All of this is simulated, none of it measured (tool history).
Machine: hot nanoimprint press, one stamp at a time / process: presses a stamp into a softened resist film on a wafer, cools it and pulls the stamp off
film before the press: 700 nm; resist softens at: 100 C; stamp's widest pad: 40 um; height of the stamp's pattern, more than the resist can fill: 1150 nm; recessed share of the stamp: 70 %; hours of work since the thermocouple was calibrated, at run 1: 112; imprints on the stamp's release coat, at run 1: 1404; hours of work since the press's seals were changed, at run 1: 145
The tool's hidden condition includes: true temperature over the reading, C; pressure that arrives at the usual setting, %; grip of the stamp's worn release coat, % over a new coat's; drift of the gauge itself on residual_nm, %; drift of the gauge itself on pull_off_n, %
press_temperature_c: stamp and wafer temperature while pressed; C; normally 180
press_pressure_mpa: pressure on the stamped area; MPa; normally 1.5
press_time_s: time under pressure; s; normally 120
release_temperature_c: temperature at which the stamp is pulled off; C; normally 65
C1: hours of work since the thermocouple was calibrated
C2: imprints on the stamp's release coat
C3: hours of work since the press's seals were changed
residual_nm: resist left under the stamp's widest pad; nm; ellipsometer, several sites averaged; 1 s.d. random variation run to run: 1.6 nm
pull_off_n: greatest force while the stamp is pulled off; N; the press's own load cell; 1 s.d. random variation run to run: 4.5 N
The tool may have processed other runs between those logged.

run 1 hour=0 | press_temperature_c=180 press_pressure_mpa=1.5 press_time_s=120 release_temperature_c=65 | C1=112 C2=1404 C3=145 | residual_nm=399.3 pull_off_n=229
run 2 hour=5.7 | press_temperature_c=180 press_pressure_mpa=1.5 press_time_s=120 release_temperature_c=65 | C1=116 C2=1433 C3=148 | residual_nm=401.6 pull_off_n=219
run 3 hour=17.3 | press_temperature_c=180 press_pressure_mpa=1.5 press_time_s=120 release_temperature_c=65 | C1=123 C2=1493 C3=156 | residual_nm=400.5 pull_off_n=226
run 4 hour=28.8 | press_temperature_c=180 press_pressure_mpa=1.5 press_time_s=120 release_temperature_c=65 | C1=131 C2=1553 C3=163 | residual_nm=400.4 pull_off_n=218
run 5 hour=41.8 | press_temperature_c=180 press_pressure_mpa=1.5 press_time_s=175 release_temperature_c=65 | C1=139 C2=1620 C3=172 | residual_nm=355.8 pull_off_n=225
run 6 hour=47.7 | press_temperature_c=180 press_pressure_mpa=1.5 press_time_s=120 release_temperature_c=65 | C1=143 C2=1650 C3=175 | residual_nm=397.7 pull_off_n=226
run 7 hour=53.2 | press_temperature_c=180 press_pressure_mpa=1.5 press_time_s=120 release_temperature_c=65 | C1=147 C2=1678 C3=179 | residual_nm=401.4 pull_off_n=229
run 8 hour=60.3 | press_temperature_c=180 press_pressure_mpa=1.5 press_time_s=120 release_temperature_c=65 | C1=151 C2=1715 C3=184 | residual_nm=396.6 pull_off_n=220
run 9 hour=68.2 | press_temperature_c=180 press_pressure_mpa=1.5 press_time_s=120 release_temperature_c=65 | C1=156 C2=1756 C3=189 | residual_nm=398.8 pull_off_n=225
run 10 hour=77.5 | press_temperature_c=180 press_pressure_mpa=1.5 press_time_s=94 release_temperature_c=65 | C1=162 C2=1804 C3=195 | residual_nm=425.1 pull_off_n=224
run 11 hour=90.5 | press_temperature_c=180 press_pressure_mpa=1.5 press_time_s=120 release_temperature_c=65 | C1=171 C2=1871 C3=203 | residual_nm=398.8 pull_off_n=216
run 12 hour=103.3 | press_temperature_c=180 press_pressure_mpa=1.5 press_time_s=120 release_temperature_c=65 | C1=179 C2=1937 C3=211 | residual_nm=394.5 pull_off_n=221
run 13 hour=110.3 | press_temperature_c=180 press_pressure_mpa=1.5 press_time_s=120 release_temperature_c=65 | C1=183 C2=1973 C3=216 | residual_nm=396.6 pull_off_n=218
run 14 hour=116.8 | press_temperature_c=180 press_pressure_mpa=1.5 press_time_s=143 release_temperature_c=65 | C1=188 C2=2006 C3=220 | residual_nm=373.4 pull_off_n=227
run 15 hour=124.4 | press_temperature_c=180 press_pressure_mpa=1.5 press_time_s=143 release_temperature_c=65 | C1=193 C2=2046 C3=225 | residual_nm=372.8 pull_off_n=232
run 16 hour=137.7 | press_temperature_c=180 press_pressure_mpa=1.5 press_time_s=143 release_temperature_c=65 | C1=201 C2=2114 C3=234 | residual_nm=375 pull_off_n=220
run 17 hour=150.9 | press_temperature_c=180 press_pressure_mpa=1.5 press_time_s=143 release_temperature_c=65 | C1=210 C2=2182 C3=242 | residual_nm=375.7 pull_off_n=230
run 18 hour=157 | press_temperature_c=187 press_pressure_mpa=1.5 press_time_s=67 release_temperature_c=51 | C1=214 C2=2214 C3=246 | residual_nm=365.7 pull_off_n=301
run 19 hour=167.3 | press_temperature_c=172 press_pressure_mpa=1.5 press_time_s=173 release_temperature_c=52 | C1=220 C2=2267 C3=253 | residual_nm=471.9 pull_off_n=283
-- hour=175.4 stamp cleaned and given a new release coat
run 20 hour=185.8 | press_temperature_c=170 press_pressure_mpa=1.7 press_time_s=184 release_temperature_c=65 | C1=228 C2=54 C3=261 | residual_nm=475.1 pull_off_n=222
run 21 hour=197.9 | press_temperature_c=178 press_pressure_mpa=1.7 press_time_s=218 release_temperature_c=65 | C1=236 C2=116 C3=269 | residual_nm=331 pull_off_n=220
run 22 hour=210.2 | press_temperature_c=168 press_pressure_mpa=1.5 press_time_s=61 release_temperature_c=65 | C1=244 C2=180 C3=276 | residual_nm=607.1 pull_off_n=226
run 23 hour=215.5 | press_temperature_c=171 press_pressure_mpa=1.5 press_time_s=120 release_temperature_c=63 | C1=248 C2=207 C3=280 | residual_nm=524.6 pull_off_n=231
run 24 hour=222.6 | press_temperature_c=179 press_pressure_mpa=1.5 press_time_s=120 release_temperature_c=65 | C1=252 C2=243 C3=284 | residual_nm=404.9 pull_off_n=226
-- hour=225.4 gauge calibrated
run 25 hour=232.9 | press_temperature_c=179 press_pressure_mpa=1.5 press_time_s=120 release_temperature_c=65 | C1=259 C2=297 C3=291 | residual_nm=414.9 pull_off_n=218
run 26 hour=243.7 | press_temperature_c=179 press_pressure_mpa=1.5 press_time_s=98 release_temperature_c=65 | C1=266 C2=353 C3=298 | residual_nm=439.5 pull_off_n=219
run 27 hour=256.7 | press_temperature_c=179 press_pressure_mpa=1.5 press_time_s=89 release_temperature_c=65 | C1=274 C2=420 C3=307 | residual_nm=452.2 pull_off_n=225
run 28 hour=268.5 | press_temperature_c=179 press_pressure_mpa=2.25 press_time_s=105 release_temperature_c=65 | C1=282 C2=480 C3=314 | residual_nm=354.6 pull_off_n=227
run 29 hour=276.5 | press_temperature_c=179 press_pressure_mpa=2.25 press_time_s=172 release_temperature_c=69 | C1=287 C2=522 C3=319 | residual_nm=300.3 pull_off_n=200
run 30 hour=283.3 | press_temperature_c=180 press_pressure_mpa=1.73 press_time_s=120 release_temperature_c=50 | C1=291 C2=557 C3=324 | residual_nm=371.3 pull_off_n=302

Predict each of these 4 candidate next runs independently; none follows another, all start after run 30:
run A hour=293.6 | press_temperature_c=180 press_pressure_mpa=1.73 press_time_s=120 release_temperature_c=60 | C1=298 C2=610 C3=330 | residual_nm=? pull_off_n=?
run B hour=293.6 | press_temperature_c=180 press_pressure_mpa=1.73 press_time_s=142 release_temperature_c=50 | C1=298 C2=610 C3=330 | residual_nm=? pull_off_n=?
run C hour=293.6 | press_temperature_c=181 press_pressure_mpa=1.5 press_time_s=88 release_temperature_c=65 | C1=298 C2=610 C3=330 | residual_nm=? pull_off_n=?
run D hour=293.6 | press_temperature_c=180 press_pressure_mpa=1.73 press_time_s=172 release_temperature_c=50 | C1=298 C2=610 C3=330 | residual_nm=? pull_off_n=?

run=A residual_nm=369.1 pull_off_n=241
run=B residual_nm=349.2 pull_off_n=290
run=C residual_nm=419.7 pull_off_n=223
run=D residual_nm=332.4 pull_off_n=286
What these runs would have given with no unlogged condition in the tool:
run=A residual_nm=372.2 pull_off_n=240
run=B residual_nm=352.1 pull_off_n=289
run=C residual_nm=423.3 pull_off_n=222
run=D residual_nm=335.1 pull_off_n=285
